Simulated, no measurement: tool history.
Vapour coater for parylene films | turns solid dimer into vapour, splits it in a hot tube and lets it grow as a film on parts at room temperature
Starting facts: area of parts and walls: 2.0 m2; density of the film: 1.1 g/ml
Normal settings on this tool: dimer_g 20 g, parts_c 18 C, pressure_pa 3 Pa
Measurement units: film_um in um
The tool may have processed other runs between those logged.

run,hour,dimer_g,parts_c,pressure_pa,film_um
1,0,20,18,3,5.22
2,37.3,20,18,3,5.16
3,73,20,18,3,5.16
4,90.9,9,18,3,2.31
5,109.8,20,18,3,5.17
6,149.1,20,18,3,5.18
7,168.6,20,18,3,5.18
8,200.4,20,18,3,5.16
9,241.1,20,18,3,5.16
10,266.9,32,23,3,6.91
11,302,32,23,2.14,7.09
12,338.8,23,23,2.14,5.26
13,359,20,26,3,3.82
14,388.8,24,27,3,4.39
15,430.3,22,11,3,7.16
16,456.2,22,11,3,7.32

Below are 3 alternative next runs, each starting from the tool's condition after run 16. Predict each:
A,489.1,16,14,3,?
B,489.1,20,12,7.79,?
C,489.1,20,13,4.68,?

run,film_um
A,4.72
B,5.52
C,5.66
Without the tool's hidden state the same runs would have given:
run,film_um
A,4.8
B,5.61
C,5.76
